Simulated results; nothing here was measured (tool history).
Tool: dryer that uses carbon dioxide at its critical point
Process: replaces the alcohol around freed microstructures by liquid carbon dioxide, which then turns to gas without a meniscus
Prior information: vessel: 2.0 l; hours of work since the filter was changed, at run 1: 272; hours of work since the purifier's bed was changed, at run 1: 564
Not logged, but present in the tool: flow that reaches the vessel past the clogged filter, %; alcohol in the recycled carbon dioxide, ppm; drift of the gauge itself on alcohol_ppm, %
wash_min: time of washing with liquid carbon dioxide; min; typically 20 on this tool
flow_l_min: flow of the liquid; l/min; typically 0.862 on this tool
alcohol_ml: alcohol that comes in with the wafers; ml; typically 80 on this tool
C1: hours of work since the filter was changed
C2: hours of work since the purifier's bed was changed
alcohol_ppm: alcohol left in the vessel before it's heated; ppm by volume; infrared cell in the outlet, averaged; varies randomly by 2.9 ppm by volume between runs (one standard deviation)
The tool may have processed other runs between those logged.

Run 1, hour 0.0: usual settings; C1 272; C2 564. Result: alcohol_ppm 55 ppm by volume.
Run 2, hour 33.7: usual settings; C1 292; C2 584. Result: alcohol_ppm 51 ppm by volume.
Run 3, hour 72.2: usual settings; C1 316; C2 608. Result: alcohol_ppm 55 ppm by volume.
Run 4, hour 114.0: usual settings; C1 341; C2 633. Result: alcohol_ppm 62 ppm by volume.
Run 5, hour 147.7: usual settings but flow_l_min 0.785 l/min; C1 362; C2 654. Result: alcohol_ppm 82 ppm by volume.
Run 6, hour 166.1: usual settings but flow_l_min 0.785 l/min; C1 373; C2 665. Result: alcohol_ppm 81 ppm by volume.
At hour 182.8: purifier's bed changed.
Run 7, hour 204.2: usual settings but flow_l_min 0.785 l/min; C1 394; C2 13. Result: alcohol_ppm 44 ppm by volume.
Run 8, hour 236.4: usual settings but flow_l_min 0.785 l/min; C1 414; C2 33. Result: alcohol_ppm 48 ppm by volume.
Run 9, hour 276.9: usual settings but flow_l_min 1.246 l/min; C1 439; C2 57. Result: alcohol_ppm 6 ppm by volume.
Run 10, hour 299.3: usual settings but wash_min 15 min, flow_l_min 0.961 l/min, alcohol_ml 74 ml; C1 452; C2 71. Result: alcohol_ppm 84 ppm by volume.
At hour 319.3: inlet filter changed.
Run 11, hour 319.9: usual settings but wash_min 15 min, flow_l_min 1.155 l/min, alcohol_ml 74 ml; C1 0; C2 83. Result: alcohol_ppm 24 ppm by volume.
Run 12, hour 361.9: usual settings but wash_min 13 min, flow_l_min 1.155 l/min, alcohol_ml 26 ml; C1 26; C2 108. Result: alcohol_ppm 22 ppm by volume.
Run 13, hour 385.9: usual settings but flow_l_min 0.922 l/min; C1 41; C2 123. Result: alcohol_ppm 21 ppm by volume.
Run 14, hour 407.4: usual settings but wash_min 14 min, flow_l_min 0.829 l/min, alcohol_ml 89 ml; C1 54; C2 136. Result: alcohol_ppm 182 ppm by volume.
Run 15, hour 425.2: usual settings but wash_min 14 min, flow_l_min 0.543 l/min, alcohol_ml 87 ml; C1 65; C2 147. Result: alcohol_ppm 1074 ppm by volume.
Run 16, hour 444.2: usual settings but wash_min 14 min, flow_l_min 0.543 l/min, alcohol_ml 87 ml; C1 76; C2 159. Result: alcohol_ppm 1095 ppm by volume.
Run 17, hour 485.0: usual settings but wash_min 14 min, flow_l_min 1.151 l/min, alcohol_ml 87 ml; C1 101; C2 183. Result: alcohol_ppm 39 ppm by volume.

Predict each of these 3 candidate next runs independently; none follows another, all start after run 17:
Run A, hour 519.0: usual settings but wash_min 14 min, flow_l_min 1.366 l/min, alcohol_ml 27 ml; C1 122; C2 204. Result: alcohol_ppm ?.
Run B, hour 519.0: usual settings but wash_min 27 min, flow_l_min 0.518 l/min, alcohol_ml 23 ml; C1 122; C2 204. Result: alcohol_ppm ?.
Run C, hour 519.0: usual settings but wash_min 28 min, flow_l_min 1.151 l/min, alcohol_ml 60 ml; C1 122; C2 204. Result: alcohol_ppm ?.

run  alcohol_ppm
  A           18
  B           35
  C           18
Had the tool no hidden state, the same runs would have come out as:
run  alcohol_ppm
  A            5
  B           20
  C            6
